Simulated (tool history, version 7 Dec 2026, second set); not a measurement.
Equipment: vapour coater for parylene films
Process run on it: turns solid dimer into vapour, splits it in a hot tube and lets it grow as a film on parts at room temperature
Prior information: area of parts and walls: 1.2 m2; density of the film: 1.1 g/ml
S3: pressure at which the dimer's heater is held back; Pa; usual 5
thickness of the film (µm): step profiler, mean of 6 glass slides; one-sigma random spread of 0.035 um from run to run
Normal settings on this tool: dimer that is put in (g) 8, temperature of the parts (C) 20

{"run": 1, "hour": 0.0, "dimer that is put in (g)": 8, "temperature of the parts (C)": 20, "S3": 5, "thickness of the film (µm)": 3.19}
{"run": 2, "hour": 41.5, "dimer that is put in (g)": 8, "temperature of the parts (C)": 20, "S3": 5.6, "thickness of the film (µm)": 3.06}
{"hour": 61.4, "done": "trap's valve overhauled"}
{"run": 3, "hour": 91.6, "dimer that is put in (g)": 8, "temperature of the parts (C)": 20, "S3": 5, "thickness of the film (µm)": 3}
{"run": 4, "hour": 136.8, "dimer that is put in (g)": 8, "temperature of the parts (C)": 20, "S3": 5, "thickness of the film (µm)": 3.03}
{"run": 5, "hour": 205.3, "dimer that is put in (g)": 8, "temperature of the parts (C)": 16, "S3": 5, "thickness of the film (µm)": 3.08}
{"run": 6, "hour": 247.3, "dimer that is put in (g)": 8, "temperature of the parts (C)": 16, "S3": 5, "thickness of the film (µm)": 3.05}
{"run": 7, "hour": 314.3, "dimer that is put in (g)": 8, "temperature of the parts (C)": 16, "S3": 5, "thickness of the film (µm)": 2.91}
{"run": 8, "hour": 380.3, "dimer that is put in (g)": 8, "temperature of the parts (C)": 16, "S3": 5, "thickness of the film (µm)": 2.82}
{"hour": 414.2, "done": "trap's valve overhauled, once more"}
{"run": 9, "hour": 421.6, "dimer that is put in (g)": 4, "temperature of the parts (C)": 16, "S3": 5, "thickness of the film (µm)": 1.91}
{"run": 10, "hour": 452.8, "dimer that is put in (g)": 8, "temperature of the parts (C)": 20, "S3": 5, "thickness of the film (µm)": 3.48}
{"run": 11, "hour": 519.7, "dimer that is put in (g)": 8, "temperature of the parts (C)": 12, "S3": 10.11, "thickness of the film (µm)": 3.55}
{"run": 12, "hour": 578.2, "dimer that is put in (g)": 8, "temperature of the parts (C)": 12, "S3": 10.11, "thickness of the film (µm)": 3.47}
{"run": 13, "hour": 635.2, "dimer that is put in (g)": 8, "temperature of the parts (C)": 12, "S3": 3.71, "thickness of the film (µm)": 3.96}
{"run": 14, "hour": 672.9, "dimer that is put in (g)": 9, "temperature of the parts (C)": 14, "S3": 2.19, "thickness of the film (µm)": 4.56}
{"run": 15, "hour": 741.0, "dimer that is put in (g)": 12, "temperature of the parts (C)": 16, "S3": 3.18, "thickness of the film (µm)": 5.42}
{"run": 16, "hour": 776.9, "dimer that is put in (g)": 12, "temperature of the parts (C)": 28, "S3": 3.18, "thickness of the film (µm)": 4.14}
{"hour": 806.1, "done": "trap's valve overhauled"}
{"run": 17, "hour": 815.1, "dimer that is put in (g)": 12, "temperature of the parts (C)": 28, "S3": 3.18, "thickness of the film (µm)": 4.82}
{"run": 18, "hour": 868.7, "dimer that is put in (g)": 12, "temperature of the parts (C)": 28, "S3": 3.18, "thickness of the film (µm)": 4.71}
{"run": 19, "hour": 931.2, "dimer that is put in (g)": 12, "temperature of the parts (C)": 28, "S3": 3.18, "thickness of the film (µm)": 4.62}

What if the next run were any one of these 5? Each begins from the tool's condition after run 19:
{"run": "A", "hour": 986.3, "dimer that is put in (g)": 12, "temperature of the parts (C)": 26, "S3": 3.18, "thickness of the film (µm)": "?"}
{"run": "B", "hour": 986.3, "dimer that is put in (g)": 4, "temperature of the parts (C)": 30, "S3": 6.59, "thickness of the film (µm)": "?"}
{"run": "C", "hour": 986.3, "dimer that is put in (g)": 8, "temperature of the parts (C)": 20, "S3": 2.09, "thickness of the film (µm)": "?"}
{"run": "D", "hour": 986.3, "dimer that is put in (g)": 12, "temperature of the parts (C)": 28, "S3": 9.18, "thickness of the film (µm)": "?"}
{"run": "E", "hour": 986.3, "dimer that is put in (g)": 8, "temperature of the parts (C)": 20, "S3": 6.32, "thickness of the film (µm)": "?"}

run=A thickness_of_the_film_(µm)=4.69
run=B thickness_of_the_film_(µm)=1.27
run=C thickness_of_the_film_(µm)=3.79
run=D thickness_of_the_film_(µm)=3.86
run=E thickness_of_the_film_(µm)=3.15
Without the tool's unlogged condition, the same runs would have read:
run=A thickness_of_the_film_(µm)=5.01
run=B thickness_of_the_film_(µm)=1.35
run=C thickness_of_the_film_(µm)=4.05
run=D thickness_of_the_film_(µm)=4.12
run=E thickness_of_the_film_(µm)=3.37
